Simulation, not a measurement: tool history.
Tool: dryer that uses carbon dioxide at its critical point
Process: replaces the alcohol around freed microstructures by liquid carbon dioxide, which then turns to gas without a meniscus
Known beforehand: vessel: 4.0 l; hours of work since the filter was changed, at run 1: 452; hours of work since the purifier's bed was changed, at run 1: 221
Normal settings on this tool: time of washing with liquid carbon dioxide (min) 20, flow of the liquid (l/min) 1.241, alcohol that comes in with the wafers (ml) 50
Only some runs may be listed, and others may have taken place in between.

run	hour	time of washing with liquid carbon dioxide (min)	flow of the liquid (l/min)	alcohol that comes in with the wafers (ml)	hours of work since the filter was changed	hours of work since the purifier's bed was changed	alcohol left in the vessel before it's heated (ppm by volume)
1	0	20	1.241	50	452	221	131
2	6.3	20	1.241	50	456	225	138
3	14.6	20	1.241	50	461	230	130
4	20.8	20	1.241	50	465	234	124
5	31.9	20	1.241	50	472	241	139
6	38.8	20	1.241	50	477	246	126
7	48	20	1.9	50	483	252	62
8	53.3	20	1.9	50	486	255	66
9	59.7	20	1.9	50	491	260	68
10	64.8	20	1.9	50	494	263	74
11	72.5	20	1.05	50	499	268	248
12	78.1	20	1.05	50	503	272	236
13	83.8	14	1.241	50	506	275	421
14	90	14	1.241	50	510	279	428
15	95.2	21	1.241	50	514	283	131
16	100.7	15	1.241	55	517	286	382
17	108.6	29	1.241	67	522	291	89
18	113.5	20	1.9	27	526	295	74
19	118.6	20	1.9	27	529	298	78
20	127.9	20	1.9	27	535	304	83
21	133.8	20	1.9	27	539	308	70
22	140.7	20	0.88	50	543	312	467
23	149.3	15	1.65	112	549	318	248
24	159.3	15	1.65	112	556	325	253
25	165.2	15	1.65	36	559	328	133
26	173.8	17	1.241	72	565	334	352
# hour 180.5: inlet filter changed
27	184.5	20	0.94	50	3	340	208
28	190	27	1.75	50	6	344	82
29	200.9	32	1.241	105	13	351	86

Each run again, without the hidden state but with its own random variation kept:
The tool's hidden condition here consists of: flow that reaches the vessel past the clogged filter, %; alcohol in the recycled carbon dioxide, ppm; drift of the gauge itself on alcohol_ppm, %.
run	alcohol left in the vessel before it's heated (ppm by volume)
1	40
2	46
3	37
4	29
5	39
6	29
7	2
8	6
9	6
10	13
11	87
12	78
13	179
14	188
15	29
16	152
17	14
18	7
19	8
20	13
21	0
22	191
23	62
24	61
25	20
26	117
27	133
28	5
29	8
